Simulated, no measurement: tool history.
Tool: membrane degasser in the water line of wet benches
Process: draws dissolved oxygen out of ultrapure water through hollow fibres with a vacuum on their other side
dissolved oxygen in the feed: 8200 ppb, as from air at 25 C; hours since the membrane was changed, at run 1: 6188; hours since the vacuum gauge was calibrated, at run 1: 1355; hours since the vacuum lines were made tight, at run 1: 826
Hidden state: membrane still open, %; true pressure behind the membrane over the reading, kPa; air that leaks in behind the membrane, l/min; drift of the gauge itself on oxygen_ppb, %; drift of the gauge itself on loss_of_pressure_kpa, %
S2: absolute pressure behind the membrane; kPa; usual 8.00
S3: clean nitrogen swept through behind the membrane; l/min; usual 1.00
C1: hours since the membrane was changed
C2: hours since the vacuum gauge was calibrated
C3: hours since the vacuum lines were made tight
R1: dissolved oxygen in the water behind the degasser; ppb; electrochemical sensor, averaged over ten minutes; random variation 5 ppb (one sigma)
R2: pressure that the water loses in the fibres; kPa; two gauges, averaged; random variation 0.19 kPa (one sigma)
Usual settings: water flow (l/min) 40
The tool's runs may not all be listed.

run 1 day=0.000 | water_flow_(l/min)=40 S2=8.00 S3=1.00 | C1=6188 C2=1355 C3=826 | R1=522.8 R2=38.15
run 2 day=6.788 | water_flow_(l/min)=40 S2=8.00 S3=1.00 | C1=6351 C2=1518 C3=988 | R1=521.1 R2=38.37
run 3 day=17.983 | water_flow_(l/min)=40 S2=8.00 S3=1.00 | C1=6619 C2=1786 C3=1257 | R1=534.5 R2=38.22
run 4 day=24.633 | water_flow_(l/min)=40 S2=8.00 S3=2.74 | C1=6779 C2=1946 C3=1417 | R1=324.1 R2=38.30
run 5 day=35.633 | water_flow_(l/min)=40 S2=6.04 S3=1.00 | C1=7043 C2=2210 C3=1681 | R1=395.7 R2=38.34
run 6 day=44.738 | water_flow_(l/min)=40 S2=8.00 S3=1.00 | C1=7261 C2=2428 C3=1899 | R1=537.5 R2=38.71
run 7 day=55.946 | water_flow_(l/min)=40 S2=8.00 S3=1.00 | C1=7530 C2=2697 C3=2168 | R1=541.2 R2=38.71
run 8 day=66.179 | water_flow_(l/min)=40 S2=8.00 S3=2.83 | C1=7776 C2=2943 C3=2414 | R1=331.1 R2=38.52
run 9 day=76.333 | water_flow_(l/min)=40 S2=8.00 S3=2.83 | C1=8020 C2=3187 C3=2658 | R1=336.5 R2=39.06
run 10 day=88.662 | water_flow_(l/min)=40 S2=8.00 S3=2.83 | C1=8316 C2=3483 C3=2953 | R1=335.1 R2=38.93
run 11 day=99.983 | water_flow_(l/min)=40 S2=8.00 S3=2.83 | C1=8587 C2=3754 C3=3225 | R1=335.0 R2=38.79
run 12 day=106.192 | water_flow_(l/min)=40 S2=19.01 S3=2.83 | C1=8736 C2=3903 C3=3374 | R1=664.4 R2=38.86
run 13 day=113.512 | water_flow_(l/min)=40 S2=8.00 S3=0.47 | C1=8912 C2=4079 C3=3550 | R1=804.8 R2=39.15
run 14 day=122.646 | water_flow_(l/min)=32 S2=9.71 S3=1.00 | C1=9131 C2=4298 C3=3769 | R1=524.4 R2=31.43
run 15 day=132.446 | water_flow_(l/min)=49 S2=8.00 S3=1.57 | C1=9367 C2=4534 C3=4004 | R1=583.4 R2=48.41
run 16 day=145.262 | water_flow_(l/min)=24 S2=13.21 S3=1.00 | C1=9674 C2=4841 C3=4312 | R1=548.0 R2=23.85
run 17 day=158.221 | water_flow_(l/min)=28 S2=12.71 S3=1.00 | C1=9985 C2=5152 C3=4623 | R1=607.0 R2=27.53
run 18 day=169.683 | water_flow_(l/min)=51 S2=5.53 S3=1.27 | C1=10260 C2=5427 C3=4898 | R1=490.5 R2=50.59
run 19 day=176.275 | water_flow_(l/min)=40 S2=6.53 S3=2.75 | C1=10418 C2=5585 C3=5056 | R1=306.9 R2=39.75
run 20 day=187.083 | water_flow_(l/min)=40 S2=6.53 S3=2.75 | C1=10678 C2=5845 C3=5316 | R1=304.6 R2=39.77

Run 21 comes next. What will it give?
run 21 day=193.817 | water_flow_(l/min)=40 S2=6.53 S3=2.75 | C1=10839 C2=6006 C3=5477 | R1=? R2=?

Run 21 gave R1 307.4 ppb, R2 39.72 kPa.
Without the tool's hidden state the same run would have given R1 242.4 ppb, R2 36.02 kPa.
